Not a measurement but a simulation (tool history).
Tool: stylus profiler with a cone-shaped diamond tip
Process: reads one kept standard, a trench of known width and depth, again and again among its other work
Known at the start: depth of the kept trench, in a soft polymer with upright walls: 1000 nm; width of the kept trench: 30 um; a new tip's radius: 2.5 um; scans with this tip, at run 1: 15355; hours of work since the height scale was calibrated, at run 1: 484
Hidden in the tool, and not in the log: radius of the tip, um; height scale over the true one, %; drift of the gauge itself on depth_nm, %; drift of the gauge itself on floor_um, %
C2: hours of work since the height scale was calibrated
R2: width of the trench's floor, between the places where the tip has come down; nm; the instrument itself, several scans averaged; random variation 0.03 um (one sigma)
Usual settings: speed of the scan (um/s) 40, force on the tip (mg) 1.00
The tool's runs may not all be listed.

run 1 hour=0.0 | speed_of_the_scan_(um/s)=40 force_on_the_tip_(mg)=1.00 | scans_with_this_tip=15355 C2=484 | depth_of_the_trench_(nm)=1002.39 R2=24170
run 2 hour=59.6 | speed_of_the_scan_(um/s)=87 force_on_the_tip_(mg)=1.00 | scans_with_this_tip=15851 C2=532 | depth_of_the_trench_(nm)=1002.17 R2=23750
run 3 hour=121.4 | speed_of_the_scan_(um/s)=40 force_on_the_tip_(mg)=1.00 | scans_with_this_tip=16364 C2=581 | depth_of_the_trench_(nm)=1002.20 R2=24110
run 4 hour=190.1 | speed_of_the_scan_(um/s)=40 force_on_the_tip_(mg)=1.00 | scans_with_this_tip=16934 C2=636 | depth_of_the_trench_(nm)=1002.18 R2=24040
run 5 hour=238.0 | speed_of_the_scan_(um/s)=40 force_on_the_tip_(mg)=1.00 | scans_with_this_tip=17332 C2=674 | depth_of_the_trench_(nm)=1001.73 R2=24050
run 6 hour=275.8 | speed_of_the_scan_(um/s)=55 force_on_the_tip_(mg)=1.00 | scans_with_this_tip=17646 C2=704 | depth_of_the_trench_(nm)=1001.50 R2=23910
run 7 hour=342.7 | speed_of_the_scan_(um/s)=40 force_on_the_tip_(mg)=1.00 | scans_with_this_tip=18202 C2=758 | depth_of_the_trench_(nm)=1002.18 R2=24000
run 8 hour=400.6 | speed_of_the_scan_(um/s)=40 force_on_the_tip_(mg)=1.00 | scans_with_this_tip=18683 C2=804 | depth_of_the_trench_(nm)=1001.89 R2=23940
run 9 hour=438.5 | speed_of_the_scan_(um/s)=40 force_on_the_tip_(mg)=1.00 | scans_with_this_tip=18998 C2=834 | depth_of_the_trench_(nm)=1001.57 R2=23890
run 10 hour=506.9 | speed_of_the_scan_(um/s)=53 force_on_the_tip_(mg)=1.00 | scans_with_this_tip=19566 C2=889 | depth_of_the_trench_(nm)=1001.38 R2=23730
run 11 hour=553.9 | speed_of_the_scan_(um/s)=32 force_on_the_tip_(mg)=1.00 | scans_with_this_tip=19957 C2=927 | depth_of_the_trench_(nm)=1001.50 R2=23930
run 12 hour=595.9 | speed_of_the_scan_(um/s)=30 force_on_the_tip_(mg)=0.41 | scans_with_this_tip=20306 C2=960 | depth_of_the_trench_(nm)=999.45 R2=23820
-- hour=622.7 height scale calibrated on a step standard
run 13 hour=659.7 | speed_of_the_scan_(um/s)=82 force_on_the_tip_(mg)=2.96 | scans_with_this_tip=20831 C2=30 | depth_of_the_trench_(nm)=1008.42 R2=23750
run 14 hour=707.4 | speed_of_the_scan_(um/s)=82 force_on_the_tip_(mg)=2.96 | scans_with_this_tip=21228 C2=68 | depth_of_the_trench_(nm)=1008.92 R2=23680
-- hour=749.6 new tip fitted, height scale calibrated
run 15 hour=765.5 | speed_of_the_scan_(um/s)=34 force_on_the_tip_(mg)=1.00 | scans_with_this_tip=132 C2=13 | depth_of_the_trench_(nm)=1004.43 R2=25610

Forecast run 16:
run 16 hour=821.4 | speed_of_the_scan_(um/s)=34 force_on_the_tip_(mg)=1.00 | scans_with_this_tip=597 C2=57 | depth_of_the_trench_(nm)=? R2=?

Run 16 gave depth of the trench (nm) 1004.32, R2 25580 nm.
Without the tool's hidden state the same run would have given depth of the trench (nm) 1004.12, R2 25670 nm.
